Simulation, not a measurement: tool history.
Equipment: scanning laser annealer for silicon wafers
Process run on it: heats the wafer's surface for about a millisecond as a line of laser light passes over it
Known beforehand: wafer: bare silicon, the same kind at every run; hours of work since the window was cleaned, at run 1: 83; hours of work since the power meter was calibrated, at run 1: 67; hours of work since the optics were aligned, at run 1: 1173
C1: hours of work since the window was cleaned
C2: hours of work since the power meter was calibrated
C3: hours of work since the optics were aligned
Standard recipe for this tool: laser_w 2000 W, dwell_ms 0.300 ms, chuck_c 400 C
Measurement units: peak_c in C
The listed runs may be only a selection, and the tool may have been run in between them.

run 1 hour=0.0 | laser_w=2000 dwell_ms=0.300 chuck_c=400 | C1=83 C2=67 C3=1173 | peak_c=1099
run 2 hour=11.7 | laser_w=2000 dwell_ms=0.300 chuck_c=400 | C1=90 C2=74 C3=1180 | peak_c=1102
run 3 hour=26.8 | laser_w=2000 dwell_ms=0.300 chuck_c=400 | C1=99 C2=82 C3=1189 | peak_c=1099
run 4 hour=40.7 | laser_w=2000 dwell_ms=0.300 chuck_c=400 | C1=107 C2=91 C3=1197 | peak_c=1104
run 5 hour=54.7 | laser_w=1808 dwell_ms=0.300 chuck_c=400 | C1=115 C2=99 C3=1205 | peak_c=1017
run 6 hour=66.2 | laser_w=1808 dwell_ms=0.288 chuck_c=400 | C1=122 C2=106 C3=1212 | peak_c=1002
run 7 hour=84.2 | laser_w=2000 dwell_ms=0.300 chuck_c=400 | C1=132 C2=116 C3=1223 | peak_c=1104
run 8 hour=99.1 | laser_w=2000 dwell_ms=0.288 chuck_c=400 | C1=141 C2=125 C3=1231 | peak_c=1088
run 9 hour=111.0 | laser_w=2194 dwell_ms=0.300 chuck_c=400 | C1=148 C2=132 C3=1238 | peak_c=1193
run 10 hour=123.2 | laser_w=2194 dwell_ms=0.300 chuck_c=400 | C1=155 C2=139 C3=1245 | peak_c=1196
run 11 hour=131.9 | laser_w=2194 dwell_ms=0.300 chuck_c=400 | C1=161 C2=144 C3=1251 | peak_c=1193
run 12 hour=150.4 | laser_w=2194 dwell_ms=0.300 chuck_c=400 | C1=171 C2=155 C3=1261 | peak_c=1191
run 13 hour=162.3 | laser_w=2194 dwell_ms=0.256 chuck_c=400 | C1=178 C2=162 C3=1268 | peak_c=1135
run 14 hour=174.5 | laser_w=2000 dwell_ms=0.300 chuck_c=400 | C1=186 C2=169 C3=1276 | peak_c=1104
run 15 hour=186.6 | laser_w=2000 dwell_ms=0.300 chuck_c=434 | C1=193 C2=176 C3=1283 | peak_c=1141
run 16 hour=195.4 | laser_w=2000 dwell_ms=0.300 chuck_c=417 | C1=198 C2=182 C3=1288 | peak_c=1121
run 17 hour=216.1 | laser_w=2000 dwell_ms=0.300 chuck_c=417 | C1=210 C2=194 C3=1300 | peak_c=1119
run 18 hour=225.2 | laser_w=2000 dwell_ms=0.300 chuck_c=417 | C1=215 C2=199 C3=1305 | peak_c=1119
run 19 hour=240.4 | laser_w=2000 dwell_ms=0.300 chuck_c=417 | C1=224 C2=208 C3=1314 | peak_c=1120
run 20 hour=257.7 | laser_w=2113 dwell_ms=0.300 chuck_c=400 | C1=235 C2=218 C3=1325 | peak_c=1154
run 21 hour=272.8 | laser_w=1943 dwell_ms=0.256 chuck_c=436 | C1=243 C2=227 C3=1333 | peak_c=1065
run 22 hour=288.1 | laser_w=2140 dwell_ms=0.369 chuck_c=361 | C1=252 C2=236 C3=1342 | peak_c=1207
run 23 hour=305.8 | laser_w=1765 dwell_ms=0.255 chuck_c=423 | C1=263 C2=247 C3=1353 | peak_c=975
run 24 hour=317.8 | laser_w=1765 dwell_ms=0.255 chuck_c=423 | C1=270 C2=254 C3=1360 | peak_c=976
run 25 hour=334.9 | laser_w=1765 dwell_ms=0.256 chuck_c=439 | C1=280 C2=264 C3=1370 | peak_c=991
run 26 hour=349.2 | laser_w=1765 dwell_ms=0.256 chuck_c=439 | C1=288 C2=272 C3=1378 | peak_c=993
run 27 hour=358.2 | laser_w=2107 dwell_ms=0.293 chuck_c=400 | C1=294 C2=277 C3=1384 | peak_c=1145
run 28 hour=371.1 | laser_w=2107 dwell_ms=0.293 chuck_c=400 | C1=301 C2=285 C3=1391 | peak_c=1143
run 29 hour=385.9 | laser_w=1718 dwell_ms=0.300 chuck_c=373 | C1=310 C2=294 C3=1400 | peak_c=948
run 30 hour=406.6 | laser_w=1718 dwell_ms=0.328 chuck_c=373 | C1=322 C2=306 C3=1412 | peak_c=971
run 31 hour=421.6 | laser_w=2000 dwell_ms=0.272 chuck_c=378 | C1=331 C2=315 C3=1421 | peak_c=1048
run 32 hour=440.1 | laser_w=2057 dwell_ms=0.300 chuck_c=424 | C1=342 C2=326 C3=1432 | peak_c=1153
run 33 hour=449.1 | laser_w=2057 dwell_ms=0.300 chuck_c=424 | C1=347 C2=331 C3=1437 | peak_c=1150
run 34 hour=466.0 | laser_w=1932 dwell_ms=0.225 chuck_c=387 | C1=357 C2=341 C3=1447 | peak_c=974
run 35 hour=475.3 | laser_w=1932 dwell_ms=0.245 chuck_c=398 | C1=363 C2=346 C3=1453 | peak_c=1008
run 36 hour=486.9 | laser_w=2000 dwell_ms=0.215 chuck_c=361 | C1=369 C2=353 C3=1459 | peak_c=961
run 37 hour=503.4 | laser_w=2101 dwell_ms=0.236 chuck_c=407 | C1=379 C2=363 C3=1469 | peak_c=1075
run 38 hour=519.6 | laser_w=2017 dwell_ms=0.311 chuck_c=405 | C1=389 C2=372 C3=1479 | peak_c=1126
run 39 hour=537.7 | laser_w=1870 dwell_ms=0.296 chuck_c=401 | C1=399 C2=383 C3=1489 | peak_c=1042
run 40 hour=554.7 | laser_w=1870 dwell_ms=0.296 chuck_c=383 | C1=409 C2=393 C3=1499 | peak_c=1022

Here are 3 independent what-if runs from the current tool condition. What would each one return?
run A hour=570.4 | laser_w=1870 dwell_ms=0.296 chuck_c=386 | C1=419 C2=402 C3=1509 | peak_c=?
run B hour=570.4 | laser_w=1826 dwell_ms=0.370 chuck_c=383 | C1=419 C2=402 C3=1509 | peak_c=?
run C hour=570.4 | laser_w=1853 dwell_ms=0.300 chuck_c=400 | C1=419 C2=402 C3=1509 | peak_c=?

run=A peak_c=1025
run=B peak_c=1070
run=C peak_c=1036
With no hidden state in the tool, these same runs would have given:
run=A peak_c=1026
run=B peak_c=1071
run=C peak_c=1037
